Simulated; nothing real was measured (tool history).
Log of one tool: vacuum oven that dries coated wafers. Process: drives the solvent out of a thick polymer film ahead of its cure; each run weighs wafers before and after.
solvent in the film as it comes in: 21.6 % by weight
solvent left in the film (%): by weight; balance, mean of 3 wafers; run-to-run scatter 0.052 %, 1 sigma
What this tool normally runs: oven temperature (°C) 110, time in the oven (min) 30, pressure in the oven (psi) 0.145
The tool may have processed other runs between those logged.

run,day,oven temperature (°C),time in the oven (min),pressure in the oven (psi),solvent left in the film (%)
1,0,110,30,0.145,1.51
2,0.471,110,30,0.145,1.46
3,0.896,110,30,0.145,1.48
4,1.171,97,30,0.145,4.67
5,1.592,110,18,0.145,3.42
6,1.912,110,30,0.145,1.42
7,2.279,110,52,0.145,0.79
8,2.571,110,52,0.145,0.76
9,2.962,110,52,0.145,0.76
10,3.467,110,30,0.145,1.51
11,4.004,110,30,0.145,1.54
12,4.446,110,30,0.145,1.54
13,4.962,110,30,0.1,1.38
# day 5.075: oven's thermocouples calibrated
14,5.342,110,30,0.193,1.68

What does the tool deliver on the next run?
15,5.588,110,30,0.193,?

Run 15 gave solvent left in the film (%) 1.8.
The same run, on a tool lacking any hidden state, would have yielded solvent left in the film (%) 1.6.

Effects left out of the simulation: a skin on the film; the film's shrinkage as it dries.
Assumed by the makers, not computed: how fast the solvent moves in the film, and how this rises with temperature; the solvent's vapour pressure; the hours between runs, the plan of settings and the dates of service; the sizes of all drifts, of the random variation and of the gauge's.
